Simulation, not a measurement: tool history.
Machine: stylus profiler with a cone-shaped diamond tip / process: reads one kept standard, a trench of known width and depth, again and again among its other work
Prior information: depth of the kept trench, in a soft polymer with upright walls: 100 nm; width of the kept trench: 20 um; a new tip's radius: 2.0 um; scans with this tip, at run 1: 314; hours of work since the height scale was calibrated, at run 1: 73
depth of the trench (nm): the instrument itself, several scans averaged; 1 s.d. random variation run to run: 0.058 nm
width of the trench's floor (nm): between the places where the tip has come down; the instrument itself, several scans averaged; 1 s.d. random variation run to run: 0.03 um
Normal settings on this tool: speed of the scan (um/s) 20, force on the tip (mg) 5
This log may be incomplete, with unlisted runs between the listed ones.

| run | hour | speed of the scan (um/s) | force on the tip (mg) | scans with this tip | hours of work since the height scale was calibrated | depth of the trench (nm) | width of the trench's floor (nm) |
|---|---|---|---|---|---|---|---|
| 1 | 0 | 20 | 5 | 314 | 73 | 101.2 | 18700 |
| 2 | 11.6 | 20 | 5 | 336 | 78 | 101.24 | 18720 |
| 3 | 24.7 | 20 | 5 | 361 | 84 | 101.26 | 18700 |
| 4 | 36.2 | 20 | 5 | 384 | 89 | 101.25 | 18700 |
| 5 | 56.5 | 20 | 5 | 422 | 98 | 101.28 | 18720 |
| 6 | 82.2 | 20 | 14.38 | 471 | 109 | 102.51 | 18750 |
| 7 | 100.7 | 9 | 5 | 507 | 117 | 101.28 | 18750 |
| 8 | 121.5 | 9 | 5 | 547 | 127 | 101.22 | 18710 |
| 9 | 140.6 | 9 | 5 | 583 | 135 | 101.22 | 18710 |
| 10 | 166.6 | 25 | 5 | 633 | 147 | 101.25 | 18670 |
|  | 168.3 | height scale calibrated on a step standard |
| 11 | 192.8 | 25 | 13.65 | 682 | 11 | 102.52 | 18720 |
| 12 | 216.3 | 20 | 11.72 | 727 | 21 | 102.3 | 18760 |
| 13 | 240.9 | 20 | 11.72 | 774 | 32 | 102.27 | 18750 |
| 14 | 262.7 | 20 | 11.72 | 816 | 42 | 102.23 | 18700 |
|  | 269 | height scale calibrated on a step standard, once more |
| 15 | 280.6 | 20 | 11.72 | 849 | 5 | 102.21 | 18710 |
| 16 | 291.5 | 54 | 12.68 | 870 | 10 | 102.37 | 18700 |
| 17 | 310.5 | 15 | 5.9 | 906 | 18 | 101.47 | 18710 |
| 18 | 330.6 | 15 | 5.9 | 944 | 27 | 101.45 | 18750 |
| 19 | 341.2 | 15 | 5.9 | 965 | 32 | 101.4 | 18670 |
| 20 | 352.8 | 30 | 10.95 | 987 | 37 | 102.16 | 18690 |
| 21 | 377.6 | 30 | 10.95 | 1034 | 48 | 102.11 | 18680 |
| 22 | 402.7 | 30 | 10.95 | 1082 | 59 | 102.14 | 18760 |
| 23 | 414.2 | 15 | 3.07 | 1104 | 64 | 100.96 | 18710 |

4 options for the next run, each taken on its own from the tool as it stands now. Forecast them:
| A | 427.3 | 24 | 3.07 | 1129 | 70 | ? | ? |
| B | 427.3 | 15 | 2.3 | 1129 | 70 | ? | ? |
| C | 427.3 | 13 | 3.18 | 1129 | 70 | ? | ? |
| D | 427.3 | 9 | 6.49 | 1129 | 70 | ? | ? |

| run | depth of the trench (nm) | width of the trench's floor (nm) |
|---|---|---|
| A | 100.92 | 18690 |
| B | 100.73 | 18670 |
| C | 100.8 | 18760 |
| D | 101.6 | 18770 |
Had the tool no hidden state, the same runs would have come out as:
| run | depth of the trench (nm) | width of the trench's floor (nm) |
|---|---|---|
| A | 100.96 | 18680 |
| B | 100.77 | 18660 |
| C | 100.84 | 18750 |
| D | 101.64 | 18760 |
